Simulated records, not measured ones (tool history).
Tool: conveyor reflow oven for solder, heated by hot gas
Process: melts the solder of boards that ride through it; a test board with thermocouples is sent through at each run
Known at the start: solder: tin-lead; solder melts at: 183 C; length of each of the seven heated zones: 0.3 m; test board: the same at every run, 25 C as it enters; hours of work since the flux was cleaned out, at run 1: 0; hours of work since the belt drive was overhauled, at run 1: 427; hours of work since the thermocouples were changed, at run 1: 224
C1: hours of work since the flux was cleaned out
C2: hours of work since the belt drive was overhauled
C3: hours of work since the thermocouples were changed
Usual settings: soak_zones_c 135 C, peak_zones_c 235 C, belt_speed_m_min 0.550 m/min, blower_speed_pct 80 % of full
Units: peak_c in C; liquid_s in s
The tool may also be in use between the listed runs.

run 1 day=0.000 | soak_zones_c=135 peak_zones_c=235 belt_speed_m_min=0.550 blower_speed_pct=80 | C1=0 C2=427 C3=224 | peak_c=223.9 liquid_s=53.3
run 2 day=2.371 | soak_zones_c=135 peak_zones_c=235 belt_speed_m_min=0.633 blower_speed_pct=80 | C1=39 C2=466 C3=263 | peak_c=219.5 liquid_s=43.4
run 3 day=4.062 | soak_zones_c=135 peak_zones_c=243 belt_speed_m_min=0.550 blower_speed_pct=80 | C1=67 C2=494 C3=291 | peak_c=230.7 liquid_s=56.7
run 4 day=7.050 | soak_zones_c=135 peak_zones_c=243 belt_speed_m_min=0.550 blower_speed_pct=80 | C1=116 C2=543 C3=340 | peak_c=231.7 liquid_s=56.2
run 5 day=8.638 | soak_zones_c=142 peak_zones_c=235 belt_speed_m_min=0.550 blower_speed_pct=80 | C1=142 C2=569 C3=366 | peak_c=224.1 liquid_s=55.9
run 6 day=10.917 | soak_zones_c=135 peak_zones_c=235 belt_speed_m_min=0.550 blower_speed_pct=80 | C1=180 C2=607 C3=404 | peak_c=223.1 liquid_s=52.5
run 7 day=12.200 | soak_zones_c=135 peak_zones_c=235 belt_speed_m_min=0.550 blower_speed_pct=56 | C1=201 C2=628 C3=425 | peak_c=217.8 liquid_s=49.2
-- day=15.442 flux residue cleaned out of gas plates and filters
run 8 day=15.471 | soak_zones_c=135 peak_zones_c=235 belt_speed_m_min=0.550 blower_speed_pct=56 | C1=0 C2=678 C3=475 | peak_c=219.1 liquid_s=49.9
run 9 day=16.750 | soak_zones_c=128 peak_zones_c=234 belt_speed_m_min=0.550 blower_speed_pct=53 | C1=22 C2=700 C3=496 | peak_c=215.9 liquid_s=46.0
run 10 day=18.662 | soak_zones_c=128 peak_zones_c=234 belt_speed_m_min=0.550 blower_speed_pct=53 | C1=53 C2=731 C3=528 | peak_c=215.7 liquid_s=45.4
run 11 day=21.246 | soak_zones_c=135 peak_zones_c=246 belt_speed_m_min=0.550 blower_speed_pct=78 | C1=95 C2=774 C3=570 | peak_c=234.2 liquid_s=58.4
run 12 day=24.267 | soak_zones_c=129 peak_zones_c=235 belt_speed_m_min=0.599 blower_speed_pct=80 | C1=145 C2=823 C3=620 | peak_c=220.8 liquid_s=46.0
run 13 day=27.267 | soak_zones_c=129 peak_zones_c=235 belt_speed_m_min=0.470 blower_speed_pct=80 | C1=195 C2=873 C3=669 | peak_c=227.4 liquid_s=63.7
run 14 day=28.621 | soak_zones_c=148 peak_zones_c=226 belt_speed_m_min=0.511 blower_speed_pct=80 | C1=217 C2=895 C3=692 | peak_c=219.6 liquid_s=59.3
-- day=30.725 flux residue cleaned out of gas plates and filters
run 15 day=30.962 | soak_zones_c=137 peak_zones_c=244 belt_speed_m_min=0.524 blower_speed_pct=80 | C1=4 C2=930 C3=727 | peak_c=234.5 liquid_s=61.8

Hidden state at the last listed run before each entry between runs and at the first one after, where it differs:
Between runs 7 and 8: flux residue cleaned out of gas plates and filters (day 15.442)
  heat that the gas passes to the board, % of a clean oven's: 94.8 -> 99.8; belt's true speed, % of the reading: 99.1 -> 99.03; true gas temperature in zones 6 and 7 over the reading, C: 0.74 -> 0.86
  measured less the result without the state, peak_c: -0.2 -> +1.0 C; liquid_s: +0.2 -> +1.2 s
Between runs 14 and 15: flux residue cleaned out of gas plates and filters (day 30.725)
  heat that the gas passes to the board, % of a clean oven's: 95.2 -> 99.1; belt's true speed, % of the reading: 98.71 -> 98.67; true gas temperature in zones 6 and 7 over the reading, C: 1.35 -> 1.42
  measured less the result without the state, peak_c: +0.7 -> +1.4 C; liquid_s: +1.0 -> +1.5 s
